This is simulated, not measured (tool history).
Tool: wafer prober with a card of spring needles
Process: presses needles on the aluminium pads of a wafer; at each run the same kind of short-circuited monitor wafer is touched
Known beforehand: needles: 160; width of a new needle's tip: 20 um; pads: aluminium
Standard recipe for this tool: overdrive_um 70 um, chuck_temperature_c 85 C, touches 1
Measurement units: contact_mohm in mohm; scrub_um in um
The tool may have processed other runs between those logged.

run 1 day=0.000 | overdrive_um=70 chuck_temperature_c=85 touches=1 | contact_mohm=188 scrub_um=9.711
run 2 day=0.346 | overdrive_um=70 chuck_temperature_c=85 touches=1 | contact_mohm=275 scrub_um=9.701
run 3 day=0.650 | overdrive_um=70 chuck_temperature_c=85 touches=3 | contact_mohm=182 scrub_um=9.705
-- day=1.025 tips cleaned on abrasive film
run 4 day=1.033 | overdrive_um=65 chuck_temperature_c=85 touches=1 | contact_mohm=148 scrub_um=8.992
run 5 day=1.421 | overdrive_um=65 chuck_temperature_c=85 touches=1 | contact_mohm=284 scrub_um=8.997
run 6 day=1.983 | overdrive_um=65 chuck_temperature_c=85 touches=1 | contact_mohm=319 scrub_um=9.003
-- day=2.146 tips cleaned on abrasive film
-- day=2.371 height of the first contact set anew
run 7 day=2.725 | overdrive_um=65 chuck_temperature_c=85 touches=1 | contact_mohm=305 scrub_um=9.039
run 8 day=3.146 | overdrive_um=70 chuck_temperature_c=85 touches=1 | contact_mohm=292 scrub_um=9.716
-- day=3.275 tips cleaned on abrasive film
run 9 day=3.746 | overdrive_um=70 chuck_temperature_c=85 touches=1 | contact_mohm=272 scrub_um=9.705
-- day=4.396 tips cleaned on abrasive film
run 10 day=4.396 | overdrive_um=70 chuck_temperature_c=85 touches=1 | contact_mohm=138 scrub_um=9.722
run 11 day=4.833 | overdrive_um=70 chuck_temperature_c=85 touches=1 | contact_mohm=269 scrub_um=9.720
run 12 day=5.229 | overdrive_um=79 chuck_temperature_c=79 touches=2 | contact_mohm=203 scrub_um=10.963
-- day=5.546 tips cleaned on abrasive film
run 13 day=5.746 | overdrive_um=60 chuck_temperature_c=79 touches=2 | contact_mohm=209 scrub_um=8.316
run 14 day=6.079 | overdrive_um=70 chuck_temperature_c=38 touches=1 | contact_mohm=285 scrub_um=9.710
run 15 day=6.483 | overdrive_um=70 chuck_temperature_c=38 touches=1 | contact_mohm=300 scrub_um=9.704
-- day=6.688 tips cleaned on abrasive film
run 16 day=6.954 | overdrive_um=73 chuck_temperature_c=26 touches=1 | contact_mohm=242 scrub_um=10.120
run 17 day=7.596 | overdrive_um=63 chuck_temperature_c=26 touches=3 | contact_mohm=197 scrub_um=8.743
-- day=7.779 tips cleaned on abrasive film
run 18 day=8.246 | overdrive_um=81 chuck_temperature_c=89 touches=2 | contact_mohm=191 scrub_um=11.222
run 19 day=8.554 | overdrive_um=72 chuck_temperature_c=34 touches=2 | contact_mohm=217 scrub_um=9.973

The logged runs with the hidden state left out (each run's random variation unchanged):
Hidden conditions of the tool in this case: debris on the tips, nm; way that the needles fall short of the set height, um; tips' diameter, um; drift of the gauge itself on contact_mohm, %; drift of the gauge itself on scrub_um, %.
run=1 contact_mohm=123 scrub_um=9.733
run=2 contact_mohm=124 scrub_um=9.723
run=3 contact_mohm=122 scrub_um=9.727
run=4 contact_mohm=121 scrub_um=9.022
run=5 contact_mohm=120 scrub_um=9.027
run=6 contact_mohm=123 scrub_um=9.033
run=7 contact_mohm=122 scrub_um=9.039
run=8 contact_mohm=122 scrub_um=9.716
run=9 contact_mohm=121 scrub_um=9.710
run=10 contact_mohm=121 scrub_um=9.735
run=11 contact_mohm=119 scrub_um=9.733
run=12 contact_mohm=121 scrub_um=10.976
run=13 contact_mohm=122 scrub_um=8.336
run=14 contact_mohm=118 scrub_um=9.730
run=15 contact_mohm=116 scrub_um=9.724
run=16 contact_mohm=113 scrub_um=10.146
run=17 contact_mohm=114 scrub_um=8.769
run=18 contact_mohm=122 scrub_um=11.254
run=19 contact_mohm=114 scrub_um=10.004

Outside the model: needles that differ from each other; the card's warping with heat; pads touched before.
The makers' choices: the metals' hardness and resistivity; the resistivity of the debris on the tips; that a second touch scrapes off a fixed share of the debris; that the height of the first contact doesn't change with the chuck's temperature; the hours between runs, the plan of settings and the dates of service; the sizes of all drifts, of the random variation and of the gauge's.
